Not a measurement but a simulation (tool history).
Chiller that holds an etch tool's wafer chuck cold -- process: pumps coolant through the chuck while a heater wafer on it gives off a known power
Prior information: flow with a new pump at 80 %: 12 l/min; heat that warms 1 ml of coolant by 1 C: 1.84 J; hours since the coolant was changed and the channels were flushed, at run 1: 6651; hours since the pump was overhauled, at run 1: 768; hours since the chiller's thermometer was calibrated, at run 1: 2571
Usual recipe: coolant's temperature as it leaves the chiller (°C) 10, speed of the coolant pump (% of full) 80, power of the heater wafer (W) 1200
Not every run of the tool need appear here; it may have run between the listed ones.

run	hour	coolant's temperature as it leaves the chiller (°C)	speed of the coolant pump (% of full)	power of the heater wafer (W)	hours since the coolant was changed and the channels were flushed	hours since the pump was overhauled	hours since the chiller's thermometer was calibrated	chuck's temperature once it has settled (°C)	how much warmer the coolant comes back (C)
1	0.0	10	80	1200	6651	768	2571	22.2	3.30
2	26.7	10	80	1200	6678	795	2598	22.1	3.26
3	50.9	10	80	1086	6702	819	2622	21.1	2.92
4	79.4	10	80	1200	6730	848	2650	22.2	3.26
5	110.4	10	80	1200	6761	879	2681	22.1	3.27
6	137.1	2	80	1200	6788	906	2708	14.1	3.35
7	154.1	10	80	1200	6805	923	2725	22.3	3.32
8	183.4	10	80	1200	6834	952	2754	22.0	3.34
9	208.4	10	80	1200	6859	977	2779	22.1	3.28
10	234.0	10	80	1200	6885	1002	2805	22.3	3.29
# hour 240.1: chiller's thermometer calibrated
11	261.2	10	80	1768	6911	1029	21	27.0	4.81
12	276.8	10	80	807	6927	1044	37	17.8	2.24
13	304.8	10	80	807	6955	1072	65	18.1	2.23
14	334.0	10	80	807	6984	1101	94	17.8	2.17
15	355.2	10	80	807	7005	1123	115	17.9	2.27
16	378.2	10	80	807	7028	1146	138	17.9	2.23
17	408.2	17	80	1200	7058	1176	168	28.7	3.28
18	435.5	6	80	1091	7085	1203	195	16.6	3.03
19	466.2	6	80	1091	7116	1234	226	16.6	3.03
20	479.5	10	89	1200	7129	1247	239	20.9	2.98
21	498.1	10	71	696	7148	1266	258	17.5	2.15
22	528.1	20	78	960	7178	1296	288	29.6	2.71
23	552.9	20	78	960	7203	1320	313	29.8	2.73
24	567.7	6	89	662	7218	1335	328	12.3	1.62
25	593.5	6	89	662	7243	1361	353	12.1	1.66
# hour 617.2: coolant changed, channels flushed
26	629.0	14	80	730	12	1390	383	20.2	2.01
27	646.9	14	80	730	30	1408	401	20.4	1.98
28	664.8	19	92	987	48	1426	419	26.3	2.41
29	694.8	19	65	1635	78	1456	449	35.3	5.59
30	714.2	19	65	1635	97	1476	468	35.2	5.58
31	729.9	19	74	1200	113	1491	484	29.8	3.65

Across each entry between runs, compare the hidden state at the last listed run before it with the hidden state at the first listed run after it:
Between runs 10 and 11: chiller's thermometer calibrated (hour 240.1)
  heat passed by the chuck's channels, % of clean ones': 83.3 -> 83.2; coolant's true temperature over the reading, C: 0.53 -> -0.04
  difference, measured minus the result without the unlogged condition, chuck's temperature once it has settled (°C): +2.3 -> +2.5; how much warmer the coolant comes back (C): +0.04 -> +0.06
Between runs 25 and 26: coolant changed, channels flushed (hour 617.2)
  heat passed by the chuck's channels, % of clean ones': 82.5 -> 99.5; coolant's true temperature over the reading, C: 0.01 -> 0.02
  difference, measured minus the result without the unlogged condition, chuck's temperature once it has settled (°C): +1.0 -> +0.1; how much warmer the coolant comes back (C): +0.02 -> +0.03
